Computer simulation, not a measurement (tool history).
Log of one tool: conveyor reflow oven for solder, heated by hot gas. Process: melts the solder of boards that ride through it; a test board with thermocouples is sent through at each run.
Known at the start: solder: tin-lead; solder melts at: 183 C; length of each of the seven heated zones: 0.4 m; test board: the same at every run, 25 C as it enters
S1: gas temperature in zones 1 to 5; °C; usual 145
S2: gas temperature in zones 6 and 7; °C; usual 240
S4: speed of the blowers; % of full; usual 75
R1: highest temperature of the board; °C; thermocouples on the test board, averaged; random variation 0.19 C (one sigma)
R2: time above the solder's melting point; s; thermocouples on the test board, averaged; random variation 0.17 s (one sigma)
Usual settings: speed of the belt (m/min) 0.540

run 1 hour=0.0 | S1=145 S2=240 speed_of_the_belt_(m/min)=0.540 S4=75 | R1=220.1 R2=71.3
run 2 hour=49.6 | S1=145 S2=240 speed_of_the_belt_(m/min)=0.540 S4=75 | R1=219.6 R2=71.1
-- hour=90.9 flux residue cleaned out of gas plates and filters
run 3 hour=108.4 | S1=145 S2=240 speed_of_the_belt_(m/min)=0.540 S4=75 | R1=221.9 R2=72.8
run 4 hour=179.0 | S1=145 S2=240 speed_of_the_belt_(m/min)=0.477 S4=75 | R1=225.6 R2=86.2
run 5 hour=249.1 | S1=153 S2=240 speed_of_the_belt_(m/min)=0.477 S4=75 | R1=226.5 R2=91.4
run 6 hour=323.0 | S1=153 S2=240 speed_of_the_belt_(m/min)=0.477 S4=75 | R1=226.1 R2=91.5
run 7 hour=365.0 | S1=145 S2=240 speed_of_the_belt_(m/min)=0.540 S4=75 | R1=220.8 R2=72.3
run 8 hour=439.2 | S1=145 S2=240 speed_of_the_belt_(m/min)=0.540 S4=75 | R1=221.0 R2=72.4
run 9 hour=506.8 | S1=145 S2=240 speed_of_the_belt_(m/min)=0.540 S4=75 | R1=220.7 R2=72.1
run 10 hour=553.0 | S1=145 S2=230 speed_of_the_belt_(m/min)=0.540 S4=75 | R1=212.4 R2=64.2
run 11 hour=634.5 | S1=145 S2=230 speed_of_the_belt_(m/min)=0.540 S4=75 | R1=212.3 R2=64.4
run 12 hour=689.2 | S1=145 S2=230 speed_of_the_belt_(m/min)=0.540 S4=75 | R1=212.0 R2=63.9
-- hour=739.6 flux residue cleaned out of gas plates and filters
run 13 hour=770.6 | S1=152 S2=230 speed_of_the_belt_(m/min)=0.540 S4=75 | R1=215.5 R2=71.4
run 14 hour=821.6 | S1=145 S2=240 speed_of_the_belt_(m/min)=0.540 S4=75 | R1=222.1 R2=73.3
run 15 hour=880.9 | S1=145 S2=240 speed_of_the_belt_(m/min)=0.540 S4=75 | R1=222.2 R2=73.6
run 16 hour=943.7 | S1=145 S2=228 speed_of_the_belt_(m/min)=0.540 S4=84 | R1=214.0 R2=67.6
run 17 hour=1025.1 | S1=149 S2=236 speed_of_the_belt_(m/min)=0.607 S4=72 | R1=214.0 R2=60.2
run 18 hour=1086.7 | S1=153 S2=230 speed_of_the_belt_(m/min)=0.607 S4=72 | R1=210.1 R2=58.4
run 19 hour=1162.4 | S1=153 S2=247 speed_of_the_belt_(m/min)=0.574 S4=72 | R1=225.6 R2=75.1
run 20 hour=1208.3 | S1=149 S2=236 speed_of_the_belt_(m/min)=0.540 S4=75 | R1=218.7 R2=72.7
run 21 hour=1248.4 | S1=140 S2=236 speed_of_the_belt_(m/min)=0.521 S4=75 | R1=217.8 R2=70.5
run 22 hour=1313.3 | S1=140 S2=236 speed_of_the_belt_(m/min)=0.521 S4=75 | R1=217.9 R2=70.5
run 23 hour=1360.3 | S1=140 S2=236 speed_of_the_belt_(m/min)=0.521 S4=75 | R1=217.3 R2=70.2
-- hour=1388.6 flux residue cleaned out of gas plates and filters
run 24 hour=1411.7 | S1=156 S2=240 speed_of_the_belt_(m/min)=0.540 S4=73 | R1=224.2 R2=81.0
-- hour=1421.3 belt drive overhauled, speed set with a stopwatch
run 25 hour=1486.1 | S1=156 S2=240 speed_of_the_belt_(m/min)=0.540 S4=73 | R1=223.8 R2=79.8
run 26 hour=1567.7 | S1=156 S2=240 speed_of_the_belt_(m/min)=0.540 S4=73 | R1=223.7 R2=79.8
-- hour=1587.2 thermocouples of zones 6 and 7 changed
run 27 hour=1608.8 | S1=154 S2=238 speed_of_the_belt_(m/min)=0.583 S4=75 | R1=218.6 R2=68.2
run 28 hour=1680.7 | S1=154 S2=238 speed_of_the_belt_(m/min)=0.583 S4=75 | R1=218.6 R2=68.3
run 29 hour=1726.9 | S1=157 S2=249 speed_of_the_belt_(m/min)=0.540 S4=82 | R1=232.1 R2=85.6

Forecast each of these 4 alternatives for the next run:
run A hour=1761.0 | S1=154 S2=249 speed_of_the_belt_(m/min)=0.601 S4=82 | R1=? R2=?
run B hour=1761.0 | S1=157 S2=232 speed_of_the_belt_(m/min)=0.583 S4=82 | R1=? R2=?
run C hour=1761.0 | S1=148 S2=249 speed_of_the_belt_(m/min)=0.540 S4=71 | R1=? R2=?
run D hour=1761.0 | S1=157 S2=245 speed_of_the_belt_(m/min)=0.540 S4=82 | R1=? R2=?

run=A R1=228.2 R2=72.8
run=B R1=215.6 R2=68.4
run=C R1=226.9 R2=78.1
run=D R1=228.9 R2=83.8
Without the tool's hidden state the same runs would have given:
run=A R1=229.6 R2=73.6
run=B R1=216.8 R2=69.4
run=C R1=228.2 R2=78.9
run=D R1=230.1 R2=84.3
